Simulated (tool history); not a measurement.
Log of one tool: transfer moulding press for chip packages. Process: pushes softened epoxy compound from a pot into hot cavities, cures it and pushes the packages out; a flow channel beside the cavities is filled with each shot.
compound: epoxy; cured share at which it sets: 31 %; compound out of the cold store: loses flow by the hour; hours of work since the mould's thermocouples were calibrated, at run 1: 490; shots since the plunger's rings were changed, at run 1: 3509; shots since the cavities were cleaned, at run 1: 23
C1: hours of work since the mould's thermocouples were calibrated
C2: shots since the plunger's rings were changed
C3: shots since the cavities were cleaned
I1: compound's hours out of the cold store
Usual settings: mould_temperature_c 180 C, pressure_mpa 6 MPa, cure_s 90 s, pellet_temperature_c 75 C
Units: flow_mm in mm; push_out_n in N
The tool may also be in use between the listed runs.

run 1 day=0 | mould_temperature_c=180 pressure_mpa=6 cure_s=90 pellet_temperature_c=75 | C1=490 C2=3509 C3=23 | I1=47.6 | flow_mm=803 push_out_n=208
run 2 day=1.062 | mould_temperature_c=180 pressure_mpa=5.8 cure_s=90 pellet_temperature_c=75 | C1=509 C2=3905 C3=419 | I1=9.1 | flow_mm=933 push_out_n=225
-- day=1.621 cavities cleaned with cleaning compound and waxed
run 3 day=2.058 | mould_temperature_c=180 pressure_mpa=5.8 cure_s=90 pellet_temperature_c=75 | C1=526 C2=4254 C3=163 | I1=11.3 | flow_mm=923 push_out_n=209
run 4 day=2.992 | mould_temperature_c=180 pressure_mpa=5.8 cure_s=90 pellet_temperature_c=75 | C1=542 C2=4603 C3=512 | I1=18.4 | flow_mm=904 push_out_n=222
-- day=3.3 cavities cleaned with cleaning compound and waxed
run 5 day=3.762 | mould_temperature_c=180 pressure_mpa=5.8 cure_s=90 pellet_temperature_c=75 | C1=555 C2=4867 C3=173 | I1=23.4 | flow_mm=871 push_out_n=204
run 6 day=4.579 | mould_temperature_c=180 pressure_mpa=5.8 cure_s=90 pellet_temperature_c=75 | C1=569 C2=5172 C3=478 | I1=15.9 | flow_mm=899 push_out_n=212
-- day=4.95 cavities cleaned with cleaning compound and waxed
run 7 day=5.262 | mould_temperature_c=180 pressure_mpa=6 cure_s=90 pellet_temperature_c=80 | C1=580 C2=5403 C3=116 | I1=35.7 | flow_mm=843 push_out_n=208
run 8 day=6.079 | mould_temperature_c=180 pressure_mpa=6 cure_s=90 pellet_temperature_c=80 | C1=595 C2=5709 C3=422 | I1=24.2 | flow_mm=881 push_out_n=217
-- day=6.517 mould's thermocouples calibrated
-- day=6.654 cavities cleaned with cleaning compound and waxed
run 9 day=7.254 | mould_temperature_c=180 pressure_mpa=4.51 cure_s=90 pellet_temperature_c=75 | C1=12 C2=6094 C3=225 | I1=11.3 | flow_mm=818 push_out_n=207
run 10 day=7.738 | mould_temperature_c=186 pressure_mpa=4.51 cure_s=90 pellet_temperature_c=75 | C1=21 C2=6273 C3=404 | I1=20.7 | flow_mm=765 push_out_n=194
-- day=8.279 cavities cleaned with cleaning compound and waxed
-- day=8.471 plunger's sealing rings changed
run 11 day=8.7 | mould_temperature_c=180 pressure_mpa=6 cure_s=90 pellet_temperature_c=77 | C1=35 C2=87 C3=118 | I1=13 | flow_mm=935 push_out_n=223
run 12 day=9.167 | mould_temperature_c=180 pressure_mpa=6 cure_s=90 pellet_temperature_c=75 | C1=43 C2=261 C3=292 | I1=26.2 | flow_mm=882 push_out_n=213
run 13 day=9.733 | mould_temperature_c=180 pressure_mpa=6 cure_s=90 pellet_temperature_c=75 | C1=53 C2=472 C3=503 | I1=40.3 | flow_mm=828 push_out_n=211
-- day=10.017 cavities cleaned with cleaning compound and waxed
run 14 day=10.233 | mould_temperature_c=180 pressure_mpa=6 cure_s=90 pellet_temperature_c=75 | C1=61 C2=636 C3=82 | I1=39 | flow_mm=831 push_out_n=217
run 15 day=11.3 | mould_temperature_c=180 pressure_mpa=6 cure_s=90 pellet_temperature_c=75 | C1=80 C2=1033 C3=479 | I1=16.8 | flow_mm=917 push_out_n=204
-- day=11.688 cavities cleaned with cleaning compound and waxed
run 16 day=12.058 | mould_temperature_c=180 pressure_mpa=6 cure_s=124 pellet_temperature_c=81 | C1=92 C2=1294 C3=138 | I1=15.6 | flow_mm=917 push_out_n=189
run 17 day=12.983 | mould_temperature_c=177 pressure_mpa=6 cure_s=103 pellet_temperature_c=81 | C1=109 C2=1639 C3=483 | I1=24.2 | flow_mm=896 push_out_n=203
-- day=13.358 cavities cleaned with cleaning compound and waxed
run 18 day=14.058 | mould_temperature_c=177 pressure_mpa=6 cure_s=116 pellet_temperature_c=74 | C1=127 C2=2018 C3=262 | I1=28.8 | flow_mm=882 push_out_n=198
run 19 day=14.554 | mould_temperature_c=180 pressure_mpa=5.05 cure_s=117 pellet_temperature_c=81 | C1=135 C2=2202 C3=446 | I1=46.9 | flow_mm=736 push_out_n=182
-- day=15.033 cavities cleaned with cleaning compound and waxed
run 20 day=15.571 | mould_temperature_c=180 pressure_mpa=6.17 cure_s=77 pellet_temperature_c=69 | C1=152 C2=2558 C3=201 | I1=15.9 | flow_mm=930 push_out_n=292
run 21 day=16.167 | mould_temperature_c=185 pressure_mpa=4.53 cure_s=77 pellet_temperature_c=69 | C1=163 C2=2781 C3=424 | I1=19.1 | flow_mm=770 push_out_n=230
-- day=16.658 cavities cleaned with cleaning compound and waxed
run 22 day=17.217 | mould_temperature_c=185 pressure_mpa=4.53 cure_s=77 pellet_temperature_c=69 | C1=181 C2=3150 C3=209 | I1=9.2 | flow_mm=809 push_out_n=234
run 23 day=17.654 | mould_temperature_c=185 pressure_mpa=4.53 cure_s=77 pellet_temperature_c=69 | C1=188 C2=3312 C3=371 | I1=26 | flow_mm=752 push_out_n=224
-- day=18.283 cavities cleaned with cleaning compound and waxed
run 24 day=18.679 | mould_temperature_c=180 pressure_mpa=6.85 cure_s=93 pellet_temperature_c=67 | C1=205 C2=3672 C3=148 | I1=45.7 | flow_mm=860 push_out_n=200
run 25 day=19.483 | mould_temperature_c=180 pressure_mpa=6.85 cure_s=93 pellet_temperature_c=67 | C1=220 C2=3972 C3=448 | I1=31.5 | flow_mm=920 push_out_n=213
-- day=19.9 cavities cleaned with cleaning compound and waxed
run 26 day=20.583 | mould_temperature_c=179 pressure_mpa=6.22 cure_s=107 pellet_temperature_c=76 | C1=238 C2=4359 C3=254 | I1=15.7 | flow_mm=947 push_out_n=190
run 27 day=21.258 | mould_temperature_c=179 pressure_mpa=6.22 cure_s=107 pellet_temperature_c=76 | C1=250 C2=4612 C3=507 | I1=27.6 | flow_mm=890 push_out_n=193
-- day=21.55 cavities cleaned with cleaning compound and waxed
run 28 day=22.15 | mould_temperature_c=179 pressure_mpa=6.22 cure_s=107 pellet_temperature_c=76 | C1=265 C2=4922 C3=224 | I1=34.6 | flow_mm=860 push_out_n=198
run 29 day=22.662 | mould_temperature_c=188 pressure_mpa=6 cure_s=90 pellet_temperature_c=82 | C1=274 C2=5114 C3=416 | I1=31.4 | flow_mm=839 push_out_n=185

3 ways to go on from here, each from the tool as it stands after run 29. What would each give?
-- day=23.175 cavities cleaned with cleaning compound and waxed
run A day=23.175 | mould_temperature_c=188 pressure_mpa=6.69 cure_s=90 pellet_temperature_c=80 | C1=282 C2=5281 C3=0 | I1=45.2 | flow_mm=? push_out_n=?
-- day=23.175 cavities cleaned with cleaning compound and waxed
run B day=23.175 | mould_temperature_c=185 pressure_mpa=5.55 cure_s=90 pellet_temperature_c=65 | C1=282 C2=5281 C3=0 | I1=13.7 | flow_mm=? push_out_n=?
-- day=23.175 cavities cleaned with cleaning compound and waxed
run C day=23.175 | mould_temperature_c=188 pressure_mpa=6 cure_s=89 pellet_temperature_c=82 | C1=282 C2=5281 C3=0 | I1=36.1 | flow_mm=? push_out_n=?

run=A flow_mm=834 push_out_n=188
run=B flow_mm=876 push_out_n=199
run=C flow_mm=817 push_out_n=194
Without the tool's hidden state the same runs would have given:
run=A flow_mm=835 push_out_n=188
run=B flow_mm=877 push_out_n=199
run=C flow_mm=818 push_out_n=193
